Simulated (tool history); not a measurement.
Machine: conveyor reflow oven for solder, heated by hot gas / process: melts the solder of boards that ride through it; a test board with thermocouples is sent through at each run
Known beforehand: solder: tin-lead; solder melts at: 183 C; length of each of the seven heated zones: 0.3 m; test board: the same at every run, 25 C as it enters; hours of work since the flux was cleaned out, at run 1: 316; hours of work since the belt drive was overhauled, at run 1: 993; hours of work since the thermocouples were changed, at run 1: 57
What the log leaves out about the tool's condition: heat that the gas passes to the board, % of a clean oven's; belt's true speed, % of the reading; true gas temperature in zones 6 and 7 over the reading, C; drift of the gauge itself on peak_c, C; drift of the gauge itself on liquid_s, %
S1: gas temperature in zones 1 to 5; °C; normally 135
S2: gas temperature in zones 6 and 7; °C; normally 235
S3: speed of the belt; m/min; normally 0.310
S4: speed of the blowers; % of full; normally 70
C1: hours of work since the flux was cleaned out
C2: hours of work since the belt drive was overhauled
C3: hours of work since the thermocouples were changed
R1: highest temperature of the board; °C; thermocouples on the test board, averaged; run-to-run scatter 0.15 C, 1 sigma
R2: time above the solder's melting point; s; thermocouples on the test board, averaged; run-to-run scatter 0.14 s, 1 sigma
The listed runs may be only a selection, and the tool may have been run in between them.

run 1 day=0.000 | S1=135 S2=235 S3=0.310 S4=70 | C1=316 C2=993 C3=57 | R1=218.3 R2=88.9
run 2 day=1.488 | S1=135 S2=243 S3=0.310 S4=70 | C1=336 C2=1013 C3=77 | R1=225.3 R2=96.1
run 3 day=3.500 | S1=135 S2=235 S3=0.310 S4=70 | C1=363 C2=1041 C3=105 | R1=218.1 R2=88.6
run 4 day=5.712 | S1=143 S2=235 S3=0.310 S4=70 | C1=394 C2=1071 C3=135 | R1=219.3 R2=94.6
run 5 day=8.142 | S1=137 S2=235 S3=0.310 S4=70 | C1=427 C2=1104 C3=168 | R1=218.3 R2=89.6
run 6 day=10.138 | S1=137 S2=243 S3=0.310 S4=70 | C1=454 C2=1131 C3=195 | R1=224.6 R2=97.4
-- day=11.992 flux residue cleaned out of gas plates and filters
run 7 day=13.292 | S1=137 S2=243 S3=0.310 S4=70 | C1=18 C2=1171 C3=235 | R1=225.8 R2=98.7
run 8 day=15.212 | S1=137 S2=243 S3=0.310 S4=70 | C1=44 C2=1197 C3=261 | R1=225.9 R2=98.6
run 9 day=17.583 | S1=137 S2=243 S3=0.310 S4=70 | C1=76 C2=1229 C3=293 | R1=225.8 R2=98.6
run 10 day=19.971 | S1=144 S2=242 S3=0.355 S4=60 | C1=108 C2=1261 C3=325 | R1=218.1 R2=80.5

Alternative continuations, all from the tool just after run 10; predict every row:
run A day=21.838 | S1=135 S2=247 S3=0.283 S4=54 | C1=134 C2=1287 C3=351 | R1=? R2=?
run B day=21.838 | S1=144 S2=245 S3=0.259 S4=73 | C1=134 C2=1287 C3=351 | R1=? R2=?
run C day=21.838 | S1=129 S2=226 S3=0.273 S4=70 | C1=134 C2=1287 C3=351 | R1=? R2=?

run=A R1=226.6 R2=107.7
run=B R1=233.9 R2=131.6
run=C R1=212.7 R2=93.1
What these runs would have given with no unlogged condition in the tool:
run=A R1=226.9 R2=104.3
run=B R1=234.6 R2=127.7
run=C R1=213.3 R2=90.6
